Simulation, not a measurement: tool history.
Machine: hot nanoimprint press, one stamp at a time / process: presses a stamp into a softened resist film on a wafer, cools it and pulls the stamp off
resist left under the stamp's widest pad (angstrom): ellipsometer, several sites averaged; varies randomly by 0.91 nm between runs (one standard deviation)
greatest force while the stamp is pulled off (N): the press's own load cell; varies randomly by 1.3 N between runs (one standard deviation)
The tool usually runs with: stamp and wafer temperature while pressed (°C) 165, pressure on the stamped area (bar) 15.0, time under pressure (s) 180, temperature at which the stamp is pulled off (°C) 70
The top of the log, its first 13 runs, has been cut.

run,hour,stamp and wafer temperature while pressed (°C),pressure on the stamped area (bar),time under pressure (s),temperature at which the stamp is pulled off (°C),hours of work since the thermocouple was calibrated,imprints on the stamp's release coat,hours of work since the press's seals were changed,resist left under the stamp's widest pad (angstrom),greatest force while the stamp is pulled off (N)
14,105.1,165,15.0,179,70,42,879,58,2029,126
15,113.3,165,15.0,180,70,45,904,61,2011,127
16,120.5,165,15.0,180,70,49,925,65,2012,127
17,125.3,159,10.1,163,59,51,940,67,3062,163
18,134.7,160,15.0,357,70,55,969,71,2055,127
19,141.8,160,15.0,207,70,58,990,74,2442,129
20,152.5,160,15.0,207,70,63,1023,79,2444,127
21,158.8,165,16.7,112,55,66,1042,82,2268,180
22,164.4,165,16.7,112,55,68,1059,84,2255,182
23,170.1,165,16.7,112,55,71,1076,87,2260,178
24,179.4,160,23.6,180,57,75,1104,91,2105,171
25,187.2,165,15.0,207,60,78,1128,94,1932,162
26,197.0,165,15.0,210,61,83,1158,99,1924,160
27,204.4,165,15.0,198,61,86,1180,102,1978,158
28,213.8,165,9.8,198,66,90,1208,106,2373,140
29,220.2,173,15.0,180,70,93,1228,109,1380,126
30,228.7,163,12.0,148,69,97,1254,113,2586,129
31,237.2,171,15.0,180,75,100,1279,116,1526,110

Each row is a separate what-if for the run after 31, all from the same tool condition, not one after another. Results?
A,242.5,165,10.1,136,70,103,1296,119,?,?
B,242.5,165,14.8,180,73,103,1296,119,?,?
C,242.5,171,10.1,180,71,103,1296,119,?,?

run,resist left under the stamp's widest pad (angstrom),greatest force while the stamp is pulled off (N)
A,2604,127
B,2030,116
C,1853,122
Had the tool no hidden state, the same runs would have come out as:
run,resist left under the stamp's widest pad (angstrom),greatest force while the stamp is pulled off (N)
A,2604,127
B,2030,116
C,1854,122
